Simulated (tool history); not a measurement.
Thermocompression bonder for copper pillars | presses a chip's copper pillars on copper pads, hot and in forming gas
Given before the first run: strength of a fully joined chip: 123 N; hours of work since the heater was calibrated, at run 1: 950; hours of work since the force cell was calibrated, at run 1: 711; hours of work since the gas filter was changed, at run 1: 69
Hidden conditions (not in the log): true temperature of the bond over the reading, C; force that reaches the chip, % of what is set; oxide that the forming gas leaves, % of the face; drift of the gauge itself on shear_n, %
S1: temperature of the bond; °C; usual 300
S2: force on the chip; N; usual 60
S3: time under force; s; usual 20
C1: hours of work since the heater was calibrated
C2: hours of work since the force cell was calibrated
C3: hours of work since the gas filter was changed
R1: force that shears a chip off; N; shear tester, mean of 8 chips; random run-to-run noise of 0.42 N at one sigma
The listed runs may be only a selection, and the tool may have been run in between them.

Run 1, day 0: usual settings; C1 950; C2 711; C3 69. Result: R1 83.9 N.
Run 2, day 0.696: usual settings; C1 960; C2 721; C3 79. Result: R1 84.1 N.
Run 3, day 1.688: usual settings but S2 41 N; C1 975; C2 736; C3 94. Result: R1 60.1 N.
At day 2.229: forming gas filter changed.
Run 4, day 2.488: usual settings but S2 41 N; C1 986; C2 747; C3 4. Result: R1 59.5 N.
Run 5, day 3.562: usual settings but S2 41 N; C1 1002; C2 763; C3 20. Result: R1 60 N.
Run 6, day 4.771: usual settings but S2 41 N; C1 1020; C2 781; C3 38. Result: R1 59.7 N.
Run 7, day 5.554: usual settings; C1 1032; C2 793; C3 49. Result: R1 84.2 N.
Run 8, day 6.167: usual settings but S3 17 s; C1 1041; C2 802; C3 59. Result: R1 80.3 N.
Run 9, day 7.179: usual settings but S3 17 s; C1 1056; C2 817; C3 74. Result: R1 80 N.
Run 10, day 7.779: usual settings but S3 17 s; C1 1065; C2 826; C3 83. Result: R1 80.8 N.
Run 11, day 8.788: usual settings but S3 17 s; C1 1080; C2 841; C3 98. Result: R1 81.3 N.
At day 9.079: forming gas filter changed.
Run 12, day 9.458: usual settings but S3 17 s; C1 1090; C2 851; C3 6. Result: R1 80.6 N.
Run 13, day 10.208: usual settings but S3 17 s; C1 1101; C2 862; C3 17. Result: R1 80.6 N.
Run 14, day 11.433: usual settings but S3 17 s; C1 1119; C2 880; C3 35. Result: R1 81.5 N.
Run 15, day 12.338: usual settings but S3 17 s; C1 1133; C2 893; C3 48. Result: R1 81.4 N.
Run 16, day 13.325: usual settings but S3 17 s; C1 1147; C2 908; C3 63. Result: R1 80.5 N.
Run 17, day 14.075: usual settings but S3 17 s; C1 1158; C2 919; C3 74. Result: R1 81.2 N.
Run 18, day 15.279: usual settings but S3 17 s; C1 1176; C2 937; C3 92. Result: R1 81.2 N.
At day 15.921: forming gas filter changed.
Run 19, day 16.154: usual settings but S3 17 s; C1 1189; C2 950; C3 4. Result: R1 82 N.
Run 20, day 17.362: usual settings but S3 17 s; C1 1207; C2 968; C3 21. Result: R1 80.8 N.
Run 21, day 18.012: usual settings but S1 313 °C, S2 48 N, S3 17 s; C1 1217; C2 977; C3 31. Result: R1 74.5 N.
Run 22, day 19.021: usual settings but S1 280 °C, S2 69 N, S3 17 s; C1 1232; C2 992; C3 46. Result: R1 77.8 N.
Run 23, day 19.688: usual settings but S1 308 °C, S2 39 N, S3 19 s; C1 1242; C2 1002; C3 56. Result: R1 60.8 N.
Run 24, day 20.446: usual settings but S1 322 °C, S2 54 N, S3 38 s; C1 1253; C2 1014; C3 67. Result: R1 104.7 N.
Run 25, day 21.462: usual settings but S1 315 °C, S2 44 N, S3 13 s; C1 1268; C2 1029; C3 82. Result: R1 64.6 N.
Run 26, day 22: usual settings but S1 287 °C, S2 37 N, S3 12 s; C1 1276; C2 1037; C3 90. Result: R1 38.8 N.
At day 22.742: forming gas filter changed.
Run 27, day 23.092: usual settings but S1 287 °C, S2 37 N, S3 12 s; C1 1292; C2 1053; C3 5. Result: R1 38.9 N.
Run 28, day 24.292: usual settings but S1 309 °C; C1 1310; C2 1070; C3 23. Result: R1 91 N.
Run 29, day 24.938: usual settings but S1 309 °C; C1 1319; C2 1080; C3 33. Result: R1 91.2 N.
Run 30, day 25.725: usual settings but S1 309 °C; C1 1331; C2 1092; C3 44. Result: R1 92 N.
Run 31, day 26.312: usual settings but S1 309 °C; C1 1340; C2 1101; C3 53. Result: R1 90.8 N.
Run 32, day 27.512: usual settings but S1 309 °C; C1 1358; C2 1118; C3 71. Result: R1 90.9 N.
Run 33, day 28.354: usual settings but S1 309 °C, S2 89 N, S3 37 s; C1 1370; C2 1131; C3 83. Result: R1 119 N.
Run 34, day 29.404: usual settings but S2 55 N, S3 22 s; C1 1386; C2 1147; C3 99. Result: R1 82.2 N.
At day 29.621: forming gas filter changed.
Run 35, day 30.712: usual settings but S2 55 N, S3 22 s; C1 1405; C2 1166; C3 16. Result: R1 82.4 N.
Run 36, day 31.55: usual settings but S1 315 °C, S2 51 N, S3 11 s; C1 1417; C2 1178; C3 29. Result: R1 70.3 N.
Run 37, day 32.242: usual settings but S1 330 °C, S2 73 N; C1 1428; C2 1188; C3 39. Result: R1 111.1 N.
Run 38, day 33.225: usual settings but S2 42 N, S3 24 s; C1 1442; C2 1203; C3 54. Result: R1 66.4 N.
Run 39, day 34.2: usual settings but S1 292 °C, S2 42 N, S3 24 s; C1 1457; C2 1218; C3 68. Result: R1 62.2 N.

Each row is a separate what-if for the run after 39, all from the same tool condition, not one after another. Results?
Run A, day 34.771: usual settings but S1 276 °C, S2 56 N, S3 23 s; C1 1465; C2 1226; C3 77. Result: R1 ?.
Run B, day 34.771: usual settings but S1 326 °C, S2 70 N; C1 1465; C2 1226; C3 77. Result: R1 ?.
Run C, day 34.771: usual settings but S1 276 °C, S3 11 s; C1 1465; C2 1226; C3 77. Result: R1 ?.

run     R1
  A   69.9
  B  109.1
  C   57.7
The same runs, with their run-to-run variation unchanged, on a tool lacking any hidden condition would have given:
run     R1
  A   68.1
  B  106.2
  C   56.2
